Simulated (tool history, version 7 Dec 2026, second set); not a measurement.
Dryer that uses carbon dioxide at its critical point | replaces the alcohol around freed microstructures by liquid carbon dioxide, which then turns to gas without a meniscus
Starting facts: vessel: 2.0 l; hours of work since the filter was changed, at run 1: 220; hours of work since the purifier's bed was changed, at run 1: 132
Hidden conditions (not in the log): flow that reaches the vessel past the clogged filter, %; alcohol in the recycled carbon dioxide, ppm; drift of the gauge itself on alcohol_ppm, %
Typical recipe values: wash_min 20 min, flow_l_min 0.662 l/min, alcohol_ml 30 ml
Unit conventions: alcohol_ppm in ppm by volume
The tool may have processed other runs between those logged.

run    hour  wash_min  flow_l_min  alcohol_ml  hours of work since the filter was changed  hours of work since the purifier's bed was changed  alcohol_ppm
  1       0        20       0.662          30                                         220                                                 132          115
  2    27.4        20       0.662          30                                         235                                                 147          106
  3    53.5        20       0.662          30                                         249                                                 161          117
  4    80.2        20       0.662          30                                         264                                                 176          113
  5   110.1        22       0.662          30                                         281                                                 192           85
      116.8  -- inlet filter changed
  6   157.2        20       0.662          30                                          22                                                 218           95
  7   207.3        20       0.662          30                                          50                                                 245          101
  8   259.5        20       0.662          30                                          78                                                 274           99
  9   301.7        20       0.662          30                                         101                                                 297          117
 10   356.6        17       0.662          30                                         132                                                 327          206
 11     394        20       0.662         103                                         152                                                 348          313
 12   441.9        20       0.662          30                                         178                                                 374          130
 13   489.5        20       0.662          30                                         204                                                 400          127
 14   544.9        20       0.662          30                                         235                                                 430          139
 15   601.3        20       0.662          30                                         266                                                 461          147
      632.5  -- inlet filter changed
 16   647.2        20       0.662          30                                           8                                                 486          112
 17   689.4        20       0.662          30                                          31                                                 509          120
 18   743.7        20       0.662          30                                          61                                                 539          116
 19   791.8        20       0.662          30                                          87                                                 565          132
 20   843.9        20       0.662          30                                         116                                                 594          138
 21   888.9        23       0.752          43                                         141                                                 618           77
      931.6  -- purifier's bed changed
 22   945.1        23       0.752          43                                         170                                                   7           36
 23   997.8        20       0.471          47                                         199                                                  36          610
 24  1059.2        24       0.597          23                                         232                                                  70           57
 25  1100.5        24       0.601          47                                         255                                                  93           90
 26  1128.7        20       0.524          30                                         271                                                 108          302
     1151.9  -- inlet filter changed
 27  1160.4        20       0.524          30                                           5                                                 125          222
 28  1215.5        14       0.443          30                                          35                                                 155         1232
 29  1248.3        17        0.44          59                                          53                                                 173         1480
 30  1278.2        20       0.662          29                                          69                                                 190           90
 31  1304.9        17       0.529          26                                          84                                                 204          376
 32  1342.5        17       0.529          26                                         105                                                 225          391
 33  1391.8        17       0.874          86                                         132                                                 252          138
 34  1438.3        17       0.769          46                                         157                                                 277          150
 35  1497.3        17       0.458          86                                         190                                                 310         2165
 36  1524.4        20       0.557          52                                         204                                                 325          380
 37  1571.4        13       0.662         100                                         230                                                 350         1789
 38  1618.8        18       0.415          55                                         256                                                 376         1589
 39  1653.2        18       0.415          55                                         275                                                 395         1696
     1667.3  -- inlet filter changed
 40  1688.7        20       0.662          40                                          12                                                 414          126

For some of the steps in alcohol_ppm from one run to the next: how much would appear even if the tool had no hidden state, given the settings, what came in and random variation, and how much remains for the hidden state plus any gauge scatter that the measured result and the result without hidden state don't share?
Run 34 -> 35: flow_l_min 0.769 -> 0.458, alcohol_ml 46 -> 86. alcohol_ppm +2015 ppm by volume: hidden state +325, all else +1690.
Run 35 -> 36: wash_min 17 -> 20, flow_l_min 0.458 -> 0.557, alcohol_ml 86 -> 52. alcohol_ppm -1785 ppm by volume: hidden state -267, all else -1518.
Run 36 -> 37: wash_min 20 -> 13, flow_l_min 0.557 -> 0.662, alcohol_ml 52 -> 100. alcohol_ppm +1409 ppm by volume: hidden state +296, all else +1113.
Run 39 -> 40: wash_min 18 -> 20, flow_l_min 0.415 -> 0.662, alcohol_ml 55 -> 40, inlet filter changed. alcohol_ppm -1570 ppm by volume: hidden state -358, all else -1212.
